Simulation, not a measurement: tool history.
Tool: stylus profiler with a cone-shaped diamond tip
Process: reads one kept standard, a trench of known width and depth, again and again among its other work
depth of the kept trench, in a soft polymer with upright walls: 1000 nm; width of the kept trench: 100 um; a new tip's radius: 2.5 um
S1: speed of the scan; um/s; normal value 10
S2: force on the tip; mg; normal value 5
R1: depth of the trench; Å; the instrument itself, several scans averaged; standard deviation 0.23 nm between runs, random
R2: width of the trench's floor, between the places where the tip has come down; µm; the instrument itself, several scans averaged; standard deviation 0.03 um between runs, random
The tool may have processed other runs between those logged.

{"run": 1, "hour": 0.0, "S1": 10, "S2": 5, "R1": 10173, "R2": 95.7}
{"run": 2, "hour": 26.8, "S1": 10, "S2": 5, "R1": 10176.5, "R2": 95.69}
{"run": 3, "hour": 52.4, "S1": 10, "S2": 3.49, "R1": 10138.6, "R2": 95.68}
{"run": 4, "hour": 73.9, "S1": 10, "S2": 5, "R1": 10176, "R2": 95.63}
{"run": 5, "hour": 90.1, "S1": 10, "S2": 5, "R1": 10178.3, "R2": 95.69}
{"hour": 92.5, "done": "height scale calibrated on a step standard"}
{"run": 6, "hour": 117.4, "S1": 10, "S2": 5, "R1": 10187.4, "R2": 95.6}
{"run": 7, "hour": 136.1, "S1": 19, "S2": 5, "R1": 10183.3, "R2": 95.58}
{"run": 8, "hour": 150.4, "S1": 19, "S2": 5, "R1": 10186.3, "R2": 95.6}
{"hour": 157.6, "done": "height scale calibrated on a step standard, once more"}
{"run": 9, "hour": 167.0, "S1": 19, "S2": 5, "R1": 10160.9, "R2": 95.62}
{"run": 10, "hour": 187.0, "S1": 38, "S2": 11.17, "R1": 10277.5, "R2": 95.55}
{"run": 11, "hour": 200.8, "S1": 38, "S2": 11.17, "R1": 10279, "R2": 95.63}
{"run": 12, "hour": 220.6, "S1": 3, "S2": 3.79, "R1": 10139.7, "R2": 95.64}
{"run": 13, "hour": 249.1, "S1": 21, "S2": 4.71, "R1": 10158.5, "R2": 95.62}
{"run": 14, "hour": 263.7, "S1": 3, "S2": 9.41, "R1": 10253.8, "R2": 95.63}

Alternative continuations, all from the tool just after run 14; predict every row:
{"run": "A", "hour": 291.2, "S1": 10, "S2": 13.12, "R1": "?", "R2": "?"}
{"run": "B", "hour": 291.2, "S1": 3, "S2": 7.55, "R1": "?", "R2": "?"}
{"run": "C", "hour": 291.2, "S1": 13, "S2": 9.41, "R1": "?", "R2": "?"}
{"run": "D", "hour": 291.2, "S1": 3, "S2": 4.68, "R1": "?", "R2": "?"}
{"run": "E", "hour": 291.2, "S1": 19, "S2": 10.37, "R1": "?", "R2": "?"}

run=A R1=10314 R2=95.57
run=B R1=10226.3 R2=95.61
run=C R1=10252.9 R2=95.61
run=D R1=10164.4 R2=95.65
run=E R1=10266.7 R2=95.63
Without the tool's unlogged condition, the same runs would have read:
run=A R1=10309.5 R2=95.94
run=B R1=10221.8 R2=95.98
run=C R1=10248.5 R2=95.98
run=D R1=10159.9 R2=96.02
run=E R1=10262.3 R2=96
